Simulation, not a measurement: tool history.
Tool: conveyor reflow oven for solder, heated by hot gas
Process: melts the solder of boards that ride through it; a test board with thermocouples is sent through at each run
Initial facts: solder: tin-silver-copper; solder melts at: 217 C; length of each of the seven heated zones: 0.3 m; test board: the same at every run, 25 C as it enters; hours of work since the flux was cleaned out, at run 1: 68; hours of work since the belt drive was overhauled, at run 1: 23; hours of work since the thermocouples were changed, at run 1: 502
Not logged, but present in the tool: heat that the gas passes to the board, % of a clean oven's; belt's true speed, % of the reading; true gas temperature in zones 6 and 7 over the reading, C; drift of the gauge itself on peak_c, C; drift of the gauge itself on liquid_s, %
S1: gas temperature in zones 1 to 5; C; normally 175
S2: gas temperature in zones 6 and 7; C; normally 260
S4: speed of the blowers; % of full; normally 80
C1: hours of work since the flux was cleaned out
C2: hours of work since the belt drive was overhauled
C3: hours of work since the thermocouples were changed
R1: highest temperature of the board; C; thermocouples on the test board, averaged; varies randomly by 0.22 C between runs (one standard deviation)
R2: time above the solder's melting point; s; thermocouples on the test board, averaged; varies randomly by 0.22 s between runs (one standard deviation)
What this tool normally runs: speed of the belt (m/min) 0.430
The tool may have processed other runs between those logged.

{"run": 1, "day": 0.0, "S1": 175, "S2": 260, "speed of the belt (m/min)": 0.43, "S4": 80, "C1": 68, "C2": 23, "C3": 502, "R1": 248.2, "R2": 61.2}
{"run": 2, "day": 1.446, "S1": 175, "S2": 260, "speed of the belt (m/min)": 0.43, "S4": 80, "C1": 89, "C2": 45, "C3": 523, "R1": 248.4, "R2": 61.1}
{"run": 3, "day": 2.833, "S1": 163, "S2": 260, "speed of the belt (m/min)": 0.43, "S4": 80, "C1": 109, "C2": 65, "C3": 543, "R1": 246.3, "R2": 55.5}
{"run": 4, "day": 4.429, "S1": 175, "S2": 260, "speed of the belt (m/min)": 0.43, "S4": 80, "C1": 133, "C2": 88, "C3": 567, "R1": 247.4, "R2": 60.7}
{"run": 5, "day": 6.021, "S1": 175, "S2": 260, "speed of the belt (m/min)": 0.43, "S4": 87, "C1": 156, "C2": 112, "C3": 590, "R1": 248.8, "R2": 62.2}
{"day": 6.421, "done": "thermocouples of zones 6 and 7 changed"}
{"run": 6, "day": 7.95, "S1": 175, "S2": 260, "speed of the belt (m/min)": 0.43, "S4": 87, "C1": 183, "C2": 139, "C3": 22, "R1": 249.1, "R2": 62.6}
{"run": 7, "day": 9.408, "S1": 175, "S2": 269, "speed of the belt (m/min)": 0.43, "S4": 80, "C1": 205, "C2": 160, "C3": 44, "R1": 256.2, "R2": 67.1}
{"run": 8, "day": 10.679, "S1": 175, "S2": 269, "speed of the belt (m/min)": 0.43, "S4": 80, "C1": 223, "C2": 179, "C3": 63, "R1": 256.1, "R2": 66.7}
{"run": 9, "day": 12.696, "S1": 175, "S2": 261, "speed of the belt (m/min)": 0.43, "S4": 80, "C1": 253, "C2": 209, "C3": 92, "R1": 248.2, "R2": 61.0}
{"run": 10, "day": 15.238, "S1": 175, "S2": 261, "speed of the belt (m/min)": 0.43, "S4": 80, "C1": 290, "C2": 246, "C3": 130, "R1": 248.5, "R2": 60.6}
{"run": 11, "day": 17.579, "S1": 175, "S2": 262, "speed of the belt (m/min)": 0.43, "S4": 80, "C1": 325, "C2": 280, "C3": 164, "R1": 249.5, "R2": 61.2}
{"run": 12, "day": 19.696, "S1": 175, "S2": 262, "speed of the belt (m/min)": 0.487, "S4": 80, "C1": 356, "C2": 311, "C3": 195, "R1": 244.7, "R2": 49.6}
{"run": 13, "day": 22.196, "S1": 175, "S2": 262, "speed of the belt (m/min)": 0.487, "S4": 80, "C1": 393, "C2": 348, "C3": 232, "R1": 244.1, "R2": 49.7}
{"day": 23.208, "done": "flux residue cleaned out of gas plates and filters"}
{"run": 14, "day": 23.642, "S1": 175, "S2": 262, "speed of the belt (m/min)": 0.487, "S4": 80, "C1": 6, "C2": 366, "C3": 250, "R1": 248.1, "R2": 53.7}
{"run": 15, "day": 25.408, "S1": 175, "S2": 262, "speed of the belt (m/min)": 0.487, "S4": 80, "C1": 32, "C2": 392, "C3": 276, "R1": 248.3, "R2": 53.3}
{"run": 16, "day": 26.9, "S1": 169, "S2": 268, "speed of the belt (m/min)": 0.372, "S4": 80, "C1": 54, "C2": 414, "C3": 298, "R1": 259.3, "R2": 79.7}
{"run": 17, "day": 28.654, "S1": 175, "S2": 260, "speed of the belt (m/min)": 0.366, "S4": 88, "C1": 80, "C2": 440, "C3": 324, "R1": 253.1, "R2": 79.7}
{"run": 18, "day": 30.838, "S1": 175, "S2": 260, "speed of the belt (m/min)": 0.43, "S4": 53, "C1": 112, "C2": 472, "C3": 356, "R1": 242.9, "R2": 55.1}
{"day": 31.142, "done": "belt drive overhauled, speed set with a stopwatch"}
{"run": 19, "day": 32.383, "S1": 175, "S2": 260, "speed of the belt (m/min)": 0.43, "S4": 53, "C1": 132, "C2": 18, "C3": 376, "R1": 242.8, "R2": 56.0}
{"run": 20, "day": 34.104, "S1": 183, "S2": 251, "speed of the belt (m/min)": 0.432, "S4": 64, "C1": 158, "C2": 43, "C3": 401, "R1": 239.2, "R2": 56.3}
{"run": 21, "day": 35.429, "S1": 166, "S2": 256, "speed of the belt (m/min)": 0.452, "S4": 88, "C1": 177, "C2": 63, "C3": 421, "R1": 243.4, "R2": 52.4}
{"run": 22, "day": 37.008, "S1": 163, "S2": 268, "speed of the belt (m/min)": 0.452, "S4": 88, "C1": 200, "C2": 86, "C3": 444, "R1": 253.7, "R2": 59.4}
{"run": 23, "day": 39.392, "S1": 188, "S2": 268, "speed of the belt (m/min)": 0.452, "S4": 50, "C1": 235, "C2": 121, "C3": 479, "R1": 249.7, "R2": 63.5}
{"run": 24, "day": 41.646, "S1": 175, "S2": 252, "speed of the belt (m/min)": 0.433, "S4": 80, "C1": 268, "C2": 154, "C3": 512, "R1": 240.7, "R2": 54.9}
{"run": 25, "day": 43.304, "S1": 175, "S2": 252, "speed of the belt (m/min)": 0.433, "S4": 80, "C1": 293, "C2": 179, "C3": 536, "R1": 240.3, "R2": 54.5}
{"run": 26, "day": 44.558, "S1": 175, "S2": 252, "speed of the belt (m/min)": 0.433, "S4": 80, "C1": 311, "C2": 197, "C3": 555, "R1": 240.0, "R2": 54.4}

For each entry between runs, how does the tool's hidden state at the last listed run before it compare with that at the first listed run after it?
In the gap between runs 5 and 6: thermocouples of zones 6 and 7 changed (day 6.421)
  heat that the gas passes to the board, % of a clean oven's: 93.6 -> 92.6; belt's true speed, % of the reading: 99.66 -> 99.58; true gas temperature in zones 6 and 7 over the reading, C: -0.92 -> 0.25
  what was measured, less what the result would be without the hidden state, R1: -2.1 -> -1.2 C; R2: -2.0 -> -1.3 s
In the gap between runs 13 and 14: flux residue cleaned out of gas plates and filters (day 23.208)
  heat that the gas passes to the board, % of a clean oven's: 86.1 -> 99.7; belt's true speed, % of the reading: 98.96 -> 98.91; true gas temperature in zones 6 and 7 over the reading, C: -0.28 -> -0.33
  what was measured, less what the result would be without the hidden state, R1: -3.7 -> +0.0 C; R2: -3.7 -> +0.7 s
In the gap between runs 18 and 19: belt drive overhauled, speed set with a stopwatch (day 31.142)
  heat that the gas passes to the board, % of a clean oven's: 96.3 -> 95.6; belt's true speed, % of the reading: 98.6 -> 97.64; true gas temperature in zones 6 and 7 over the reading, C: -0.59 -> -0.64
  what was measured, less what the result would be without the hidden state, R1: -0.8 -> -0.7 C; R2: -0.1 -> +0.6 s
